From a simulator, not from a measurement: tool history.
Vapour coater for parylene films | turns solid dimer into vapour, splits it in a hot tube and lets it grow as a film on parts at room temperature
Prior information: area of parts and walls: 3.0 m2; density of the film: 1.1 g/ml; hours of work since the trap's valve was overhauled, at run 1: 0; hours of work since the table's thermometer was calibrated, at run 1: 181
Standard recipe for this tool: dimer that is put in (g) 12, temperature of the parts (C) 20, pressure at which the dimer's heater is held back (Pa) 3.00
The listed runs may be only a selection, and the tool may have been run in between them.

| run | hour | dimer that is put in (g) | temperature of the parts (C) | pressure at which the dimer's heater is held back (Pa) | hours of work since the trap's valve was overhauled | hours of work since the table's thermometer was calibrated | thickness of the film (nm) |
|---|---|---|---|---|---|---|---|
| 1 | 0.0 | 12 | 20 | 3.00 | 0 | 181 | 2030 |
| 2 | 10.3 | 12 | 20 | 3.00 | 7 | 188 | 2030 |
| 3 | 24.5 | 12 | 20 | 3.00 | 17 | 199 | 2040 |
| 4 | 38.6 | 12 | 20 | 3.00 | 27 | 208 | 2020 |
| 5 | 52.9 | 12 | 20 | 3.00 | 37 | 219 | 2000 |
| 6 | 60.1 | 12 | 20 | 3.00 | 43 | 224 | 2000 |
| 7 | 70.3 | 12 | 20 | 3.00 | 50 | 231 | 1990 |
| 8 | 84.9 | 5 | 20 | 3.00 | 60 | 241 | 830 |
| 9 | 92.1 | 12 | 20 | 3.00 | 65 | 246 | 1940 |
| 10 | 101.4 | 12 | 20 | 10.90 | 72 | 253 | 1790 |
| 11 | 113.0 | 12 | 20 | 10.90 | 80 | 261 | 1790 |
| 12 | 125.5 | 12 | 20 | 3.00 | 89 | 270 | 1960 |
| 13 | 133.3 | 12 | 20 | 3.00 | 94 | 276 | 1980 |
| 14 | 142.3 | 12 | 20 | 3.00 | 101 | 282 | 1950 |
| 15 | 153.9 | 12 | 20 | 2.84 | 109 | 290 | 1960 |
| 16 | 167.6 | 12 | 20 | 2.57 | 119 | 300 | 1970 |
| 17 | 181.0 | 12 | 20 | 2.57 | 128 | 309 | 1950 |
| 18 | 188.3 | 12 | 20 | 2.57 | 133 | 315 | 1950 |
| 19 | 200.5 | 10 | 20 | 2.57 | 142 | 323 | 1610 |
| 20 | 212.9 | 12 | 16 | 3.00 | 151 | 332 | 2050 |
|  | 214.9 | table's thermometer calibrated |
| 21 | 226.1 | 12 | 16 | 3.00 | 159 | 8 | 2060 |
| 22 | 234.1 | 12 | 16 | 3.00 | 165 | 14 | 2060 |
| 23 | 241.0 | 12 | 16 | 3.00 | 170 | 19 | 2040 |
| 24 | 251.0 | 12 | 16 | 3.00 | 177 | 26 | 1990 |
| 25 | 261.5 | 12 | 15 | 6.28 | 184 | 33 | 1960 |
| 26 | 273.1 | 14 | 15 | 6.28 | 193 | 41 | 2270 |
| 27 | 284.1 | 14 | 14 | 6.28 | 200 | 49 | 2250 |
| 28 | 294.0 | 11 | 22 | 3.00 | 208 | 56 | 1670 |
|  | 299.2 | table's thermometer calibrated, once more |
| 29 | 306.0 | 11 | 22 | 3.00 | 215 | 5 | 1650 |
| 30 | 314.3 | 20 | 24 | 3.00 | 221 | 11 | 2880 |
| 31 | 326.0 | 20 | 25 | 6.81 | 229 | 19 | 2660 |
| 32 | 341.0 | 20 | 31 | 9.53 | 240 | 30 | 2360 |
| 33 | 347.4 | 20 | 31 | 9.53 | 245 | 34 | 2390 |
| 34 | 359.6 | 17 | 31 | 5.58 | 253 | 43 | 2110 |
| 35 | 370.2 | 17 | 31 | 5.58 | 261 | 50 | 2100 |
|  | 376.7 | trap's valve overhauled |
| 36 | 384.2 | 11 | 23 | 4.71 | 5 | 57 | 1720 |
| 37 | 393.4 | 15 | 32 | 3.00 | 12 | 64 | 2090 |
| 38 | 399.6 | 9 | 20 | 6.16 | 16 | 68 | 1400 |
| 39 | 411.9 | 9 | 20 | 6.16 | 25 | 77 | 1420 |
| 40 | 420.6 | 9 | 20 | 6.16 | 31 | 83 | 1420 |
| 41 | 427.3 | 9 | 20 | 6.16 | 36 | 88 | 1440 |
| 42 | 433.8 | 12 | 20 | 3.53 | 40 | 92 | 1990 |
| 43 | 443.6 | 14 | 15 | 2.61 | 47 | 99 | 2540 |
| 44 | 458.7 | 14 | 15 | 2.61 | 58 | 110 | 2510 |
| 45 | 469.2 | 10 | 12 | 2.01 | 65 | 118 | 1930 |
| 46 | 477.3 | 10 | 17 | 4.63 | 71 | 123 | 1710 |

Describe how what the log doesn't record of the tool's condition differs between the last listed run preceding each entry between runs and the first listed run following it.
Logged between run 20 and run 21: table's thermometer calibrated (hour 214.9)
  vapour lost through the trap's worn valve, %: 5.9 -> 6.2; true temperature of the parts over the reading, C: -0.26 -> -0.44
  measured minus no-state result, thickness of the film (nm): -120 -> -120
Logged between run 28 and run 29: table's thermometer calibrated, once more (hour 299.2)
  vapour lost through the trap's worn valve, %: 8 -> 8.3; true temperature of the parts over the reading, C: -0.47 -> 0.04
  measured minus no-state result, thickness of the film (nm): -130 -> -150
Logged between run 35 and run 36: trap's valve overhauled (hour 376.7)
  vapour lost through the trap's worn valve, %: 9.9 -> 0.4; true temperature of the parts over the reading, C: 0.01 -> 0
  measured minus no-state result, thickness of the film (nm): -230 -> +0
